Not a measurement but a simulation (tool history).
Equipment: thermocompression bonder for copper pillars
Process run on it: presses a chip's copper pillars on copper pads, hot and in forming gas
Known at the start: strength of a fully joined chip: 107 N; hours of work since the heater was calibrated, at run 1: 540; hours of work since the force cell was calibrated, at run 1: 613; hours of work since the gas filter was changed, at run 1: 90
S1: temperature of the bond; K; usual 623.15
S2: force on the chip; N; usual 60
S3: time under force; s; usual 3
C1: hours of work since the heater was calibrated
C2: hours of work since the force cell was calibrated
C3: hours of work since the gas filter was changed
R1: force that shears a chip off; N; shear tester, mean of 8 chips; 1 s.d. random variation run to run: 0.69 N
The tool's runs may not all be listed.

{"run": 1, "hour": 0.0, "S1": 623.15, "S2": 60, "S3": 3, "C1": 540, "C2": 613, "C3": 90, "R1": 47}
{"run": 2, "hour": 30.9, "S1": 623.15, "S2": 60, "S3": 3, "C1": 561, "C2": 635, "C3": 111, "R1": 45.2}
{"hour": 56.7, "done": "heater calibrated with a thermocouple chip"}
{"run": 3, "hour": 61.2, "S1": 623.15, "S2": 60, "S3": 3, "C1": 3, "C2": 655, "C3": 131, "R1": 47.8}
{"run": 4, "hour": 118.5, "S1": 623.15, "S2": 60, "S3": 3, "C1": 43, "C2": 695, "C3": 171, "R1": 47.4}
{"run": 5, "hour": 165.1, "S1": 623.15, "S2": 60, "S3": 3, "C1": 76, "C2": 728, "C3": 204, "R1": 47.6}
{"run": 6, "hour": 203.9, "S1": 623.15, "S2": 60, "S3": 3, "C1": 103, "C2": 755, "C3": 231, "R1": 46.5}
{"run": 7, "hour": 264.5, "S1": 623.15, "S2": 60, "S3": 3, "C1": 145, "C2": 797, "C3": 273, "R1": 45.9}
{"hour": 296.3, "done": "forming gas filter changed"}
{"run": 8, "hour": 307.2, "S1": 602.15, "S2": 60, "S3": 3, "C1": 175, "C2": 827, "C3": 8, "R1": 40.5}
{"run": 9, "hour": 369.9, "S1": 623.15, "S2": 60, "S3": 3, "C1": 219, "C2": 870, "C3": 52, "R1": 47.5}
{"run": 10, "hour": 431.6, "S1": 616.15, "S2": 60, "S3": 3, "C1": 262, "C2": 914, "C3": 95, "R1": 44.3}
{"run": 11, "hour": 481.9, "S1": 608.15, "S2": 39, "S3": 4, "C1": 297, "C2": 949, "C3": 130, "R1": 33.4}
{"run": 12, "hour": 525.1, "S1": 608.15, "S2": 39, "S3": 4, "C1": 327, "C2": 979, "C3": 160, "R1": 34.3}
{"run": 13, "hour": 580.3, "S1": 608.15, "S2": 53, "S3": 4, "C1": 366, "C2": 1018, "C3": 199, "R1": 40.2}
{"run": 14, "hour": 612.5, "S1": 608.15, "S2": 53, "S3": 4, "C1": 388, "C2": 1040, "C3": 221, "R1": 41.4}
{"hour": 675.4, "done": "force cell calibrated"}
{"run": 15, "hour": 675.4, "S1": 608.15, "S2": 53, "S3": 4, "C1": 431, "C2": 0, "C3": 264, "R1": 42.9}
{"hour": 721.5, "done": "forming gas filter changed"}
{"run": 16, "hour": 743.5, "S1": 608.15, "S2": 53, "S3": 4, "C1": 479, "C2": 47, "C3": 15, "R1": 43.7}
{"run": 17, "hour": 799.5, "S1": 605.15, "S2": 53, "S3": 2, "C1": 518, "C2": 86, "C3": 55, "R1": 32.3}
{"run": 18, "hour": 828.7, "S1": 605.15, "S2": 53, "S3": 2, "C1": 538, "C2": 107, "C3": 75, "R1": 32.3}
{"hour": 889.0, "done": "heater calibrated with a thermocouple chip"}
{"run": 19, "hour": 894.6, "S1": 649.15, "S2": 78, "S3": 2, "C1": 4, "C2": 152, "C3": 120, "R1": 59.3}
{"run": 20, "hour": 933.3, "S1": 623.15, "S2": 81, "S3": 2, "C1": 31, "C2": 179, "C3": 147, "R1": 50.5}

Below, some changes in R1 between adjacent runs. For each, the amount present without the hidden state too (settings, incoming material, random variation) and the amount remaining for the hidden state with gauge scatter not shared by both compared results:
The tool's hidden condition here consists of: true temperature of the bond over the reading, C; force that reaches the chip, % of what is set; oxide that the forming gas leaves, % of the face; drift of the gauge itself on shear_n, %.
Run 2 -> 3: heater calibrated with a thermocouple chip. R1 +2.6 N: hidden state +1.5, all else +1.1.
Run 14 -> 15: force cell calibrated. R1 +1.5 N: hidden state +2.1, all else -0.6.
Run 16 -> 17: S1 608.15 -> 605.15, S3 4 -> 2. R1 -11.4 N: hidden state +0.1, all else -11.5.
Run 18 -> 19: S1 605.15 -> 649.15, S2 53 -> 78, heater calibrated with a thermocouple chip. R1 +27 N: hidden state +1.2, all else +25.8.
